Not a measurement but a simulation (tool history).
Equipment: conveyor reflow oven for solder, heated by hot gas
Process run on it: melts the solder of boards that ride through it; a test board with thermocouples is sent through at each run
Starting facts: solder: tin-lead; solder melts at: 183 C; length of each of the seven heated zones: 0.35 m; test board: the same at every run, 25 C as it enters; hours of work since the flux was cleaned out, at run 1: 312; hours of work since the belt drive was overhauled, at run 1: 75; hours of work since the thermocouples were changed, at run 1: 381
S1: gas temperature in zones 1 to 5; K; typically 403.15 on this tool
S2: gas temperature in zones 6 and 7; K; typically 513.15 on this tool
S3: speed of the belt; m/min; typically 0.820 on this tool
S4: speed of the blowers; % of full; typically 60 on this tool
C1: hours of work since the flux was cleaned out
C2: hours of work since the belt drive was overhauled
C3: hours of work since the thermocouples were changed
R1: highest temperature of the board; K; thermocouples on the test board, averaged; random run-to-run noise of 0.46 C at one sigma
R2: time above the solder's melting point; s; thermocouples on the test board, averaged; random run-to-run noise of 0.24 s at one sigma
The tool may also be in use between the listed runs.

Run 1, day 0.000: usual settings; C1 312; C2 75; C3 381. Result: R1 488.05 K, R2 34.6 s.
Run 2, day 0.417: usual settings; C1 317; C2 80; C3 386. Result: R1 487.85 K, R2 34.6 s.
Run 3, day 0.946: usual settings; C1 323; C2 86; C3 392. Result: R1 488.15 K, R2 34.2 s.
Run 4, day 1.454: usual settings; C1 329; C2 92; C3 398. Result: R1 487.75 K, R2 34.6 s.
Run 5, day 1.862: usual settings; C1 334; C2 97; C3 403. Result: R1 487.55 K, R2 34.2 s.
Run 6, day 2.388: usual settings; C1 340; C2 103; C3 409. Result: R1 487.25 K, R2 34.6 s.
Run 7, day 2.712: usual settings but S2 512.15 K; C1 344; C2 107; C3 413. Result: R1 486.55 K, R2 33.5 s.
Run 8, day 3.075: usual settings but S2 512.15 K; C1 348; C2 111; C3 417. Result: R1 486.95 K, R2 34.1 s.
Run 9, day 3.367: usual settings but S2 512.15 K; C1 352; C2 115; C3 420. Result: R1 486.15 K, R2 33.9 s.
Run 10, day 3.896: usual settings but S2 512.15 K; C1 358; C2 121; C3 426. Result: R1 486.45 K, R2 33.7 s.
Run 11, day 4.175: usual settings but S2 512.15 K; C1 361; C2 124; C3 430. Result: R1 486.85 K, R2 33.6 s.
At day 4.675: flux residue cleaned out of gas plates and filters.
Run 12, day 4.792: usual settings but S3 0.772 m/min; C1 1; C2 129; C3 435. Result: R1 494.25 K, R2 40.4 s.
Run 13, day 5.121: usual settings but S3 0.772 m/min; C1 5; C2 133; C3 438. Result: R1 492.75 K, R2 40.7 s.
Run 14, day 5.654: usual settings but S3 0.772 m/min; C1 11; C2 139; C3 445. Result: R1 492.95 K, R2 40.5 s.
Run 15, day 6.188: usual settings but S3 0.772 m/min; C1 18; C2 145; C3 451. Result: R1 493.85 K, R2 40.8 s.
Run 16, day 6.596: usual settings but S1 405.15 K, S4 64 % of full; C1 23; C2 150; C3 456. Result: R1 493.05 K, R2 38.4 s.
At day 6.808: belt drive overhauled, speed set with a stopwatch.
Run 17, day 7.121: usual settings but S1 395.15 K, S2 509.15 K, S3 0.804 m/min, S4 58 % of full; C1 27; C2 4; C3 460. Result: R1 486.45 K, R2 32.7 s.
Run 18, day 7.383: usual settings but S1 395.15 K, S2 509.15 K, S3 0.804 m/min, S4 58 % of full; C1 30; C2 7; C3 463. Result: R1 485.55 K, R2 32.6 s.
Run 19, day 7.733: usual settings but S1 401.15 K, S4 70 % of full; C1 34; C2 11; C3 467. Result: R1 492.55 K, R2 38.0 s.
Run 20, day 8.150: usual settings but S1 401.15 K, S4 70 % of full; C1 39; C2 16; C3 472. Result: R1 492.95 K, R2 37.4 s.
Run 21, day 8.479: usual settings but S1 415.15 K, S2 511.15 K, S4 70 % of full; C1 43; C2 20; C3 476. Result: R1 494.25 K, R2 41.3 s.
Run 22, day 8.858: usual settings but S1 415.15 K, S2 511.15 K, S4 70 % of full; C1 47; C2 24; C3 480. Result: R1 494.05 K, R2 41.1 s.
At day 9.271: belt drive overhauled, speed set with a stopwatch, once more.
Run 23, day 9.396: usual settings but S1 415.15 K, S2 511.15 K, S4 70 % of full; C1 52; C2 1; C3 485. Result: R1 493.65 K, R2 40.2 s.
Run 24, day 9.658: usual settings but S1 415.15 K, S2 511.15 K, S4 70 % of full; C1 55; C2 5; C3 488. Result: R1 493.15 K, R2 40.6 s.
Run 25, day 10.150: usual settings but S1 415.15 K, S2 515.15 K, S3 0.837 m/min, S4 70 % of full; C1 60; C2 10; C3 494. Result: R1 495.65 K, R2 41.3 s.
Run 26, day 10.454: usual settings but S1 395.15 K, S2 520.15 K, S3 0.947 m/min, S4 85 % of full; C1 64; C2 14; C3 497. Result: R1 495.15 K, R2 31.8 s.
Run 27, day 10.892: usual settings but S1 395.15 K, S2 520.15 K, S3 0.868 m/min, S4 85 % of full; C1 69; C2 19; C3 502. Result: R1 498.05 K, R2 37.0 s.
Run 28, day 11.317: usual settings but S1 390.15 K, S3 0.799 m/min; C1 74; C2 24; C3 507. Result: R1 488.55 K, R2 33.9 s.
Run 29, day 11.817: usual settings but S1 390.15 K, S3 0.799 m/min; C1 80; C2 30; C3 513. Result: R1 488.55 K, R2 33.8 s.
Run 30, day 12.129: usual settings but S1 399.15 K, S3 0.799 m/min; C1 84; C2 34; C3 517. Result: R1 490.35 K, R2 36.3 s.

Per-run results on a tool with no hidden state, each run keeping its own random variation:
The hidden state here: heat that the gas passes to the board, % of a clean oven's; belt's true speed, % of the reading; true gas temperature in zones 6 and 7 over the reading, C; drift of the gauge itself on peak_c, C; drift of the gauge itself on liquid_s, %.
run      R1    R2
  1  492.25  37.3
  2  492.15  37.2
  3  492.45  36.9
  4  492.15  37.4
  5  492.05  37.0
  6  491.75  37.4
  7  491.15  36.5
  8  491.65  37.1
  9  490.85  36.9
 10  491.15  36.7
 11  491.75  36.7
 12  495.35  40.8
 13  493.95  41.1
 14  494.15  41.0
 15  495.15  41.3
 16  494.35  39.0
 17  487.75  33.3
 18  486.95  33.3
 19  493.95  38.6
 20  494.45  38.0
 21  495.75  41.8
 22  495.65  41.7
 23  495.35  41.0
 24  494.95  41.4
 25  497.55  42.0
 26  497.35  32.7
 27  500.25  37.9
 28  490.65  35.1
 29  490.75  35.1
 30  492.55  37.5
